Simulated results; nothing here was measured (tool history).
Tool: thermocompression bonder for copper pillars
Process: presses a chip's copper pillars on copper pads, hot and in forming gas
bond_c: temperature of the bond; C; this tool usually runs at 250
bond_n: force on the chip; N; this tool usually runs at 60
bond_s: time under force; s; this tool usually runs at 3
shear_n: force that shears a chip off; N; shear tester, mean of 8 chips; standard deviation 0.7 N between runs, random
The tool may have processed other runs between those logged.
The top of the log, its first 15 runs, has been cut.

run 16 hour=973.7 | bond_c=242 bond_n=60 bond_s=3 | shear_n=41
run 17 hour=1022.9 | bond_c=242 bond_n=60 bond_s=3 | shear_n=38.8
-- hour=1029.1 heater calibrated with a thermocouple chip
-- hour=1071.5 forming gas filter changed
run 18 hour=1111.2 | bond_c=242 bond_n=60 bond_s=3 | shear_n=41.2
run 19 hour=1161.5 | bond_c=242 bond_n=61 bond_s=3 | shear_n=42.8
run 20 hour=1229.2 | bond_c=250 bond_n=60 bond_s=3 | shear_n=44.1
run 21 hour=1318.8 | bond_c=247 bond_n=65 bond_s=4 | shear_n=48.9
-- hour=1346.4 heater calibrated with a thermocouple chip, once more
run 22 hour=1402.3 | bond_c=221 bond_n=76 bond_s=8 | shear_n=50.4
-- hour=1422.5 forming gas filter changed
run 23 hour=1493.4 | bond_c=243 bond_n=38 bond_s=3 | shear_n=34.1
run 24 hour=1540.8 | bond_c=243 bond_n=38 bond_s=3 | shear_n=34.5
run 25 hour=1584.6 | bond_c=252 bond_n=39 bond_s=8 | shear_n=53.3
run 26 hour=1631.8 | bond_c=247 bond_n=50 bond_s=5 | shear_n=49.9
run 27 hour=1703.6 | bond_c=244 bond_n=37 bond_s=4 | shear_n=36
run 28 hour=1759.6 | bond_c=254 bond_n=41 bond_s=9 | shear_n=52.5
-- hour=1772.1 forming gas filter changed
run 29 hour=1829.3 | bond_c=222 bond_n=44 bond_s=6 | shear_n=34.9
run 30 hour=1903.1 | bond_c=222 bond_n=44 bond_s=6 | shear_n=33.8
run 31 hour=1977.6 | bond_c=222 bond_n=44 bond_s=6 | shear_n=34.9
run 32 hour=2024.3 | bond_c=222 bond_n=44 bond_s=2 | shear_n=22.1
run 33 hour=2081.9 | bond_c=278 bond_n=55 bond_s=3 | shear_n=59
-- hour=2118.7 forming gas filter changed
run 34 hour=2145.4 | bond_c=235 bond_n=48 bond_s=5 | shear_n=42.9
run 35 hour=2233.4 | bond_c=235 bond_n=39 bond_s=2 | shear_n=25.2
run 36 hour=2295 | bond_c=250 bond_n=42 bond_s=6 | shear_n=48.9
run 37 hour=2368.1 | bond_c=230 bond_n=60 bond_s=3 | shear_n=36
run 38 hour=2405.8 | bond_c=279 bond_n=60 bond_s=3 | shear_n=58.7
run 39 hour=2458.6 | bond_c=256 bond_n=60 bond_s=6 | shear_n=58.6
-- hour=2465.4 forming gas filter changed
run 40 hour=2529.2 | bond_c=257 bond_n=60 bond_s=4 | shear_n=56.3

3 options for the next run, each taken on its own from the tool as it stands now. Forecast them:
run A hour=2588.1 | bond_c=232 bond_n=44 bond_s=3 | shear_n=?
run B hour=2588.1 | bond_c=242 bond_n=68 bond_s=8 | shear_n=?
run C hour=2588.1 | bond_c=228 bond_n=60 bond_s=3 | shear_n=?

run=A shear_n=30.2
run=B shear_n=59.7
run=C shear_n=34.5
Stripped of hidden state, with their random variation kept, the same runs would have yielded:
run=A shear_n=31.3
run=B shear_n=61.5
run=C shear_n=35.7
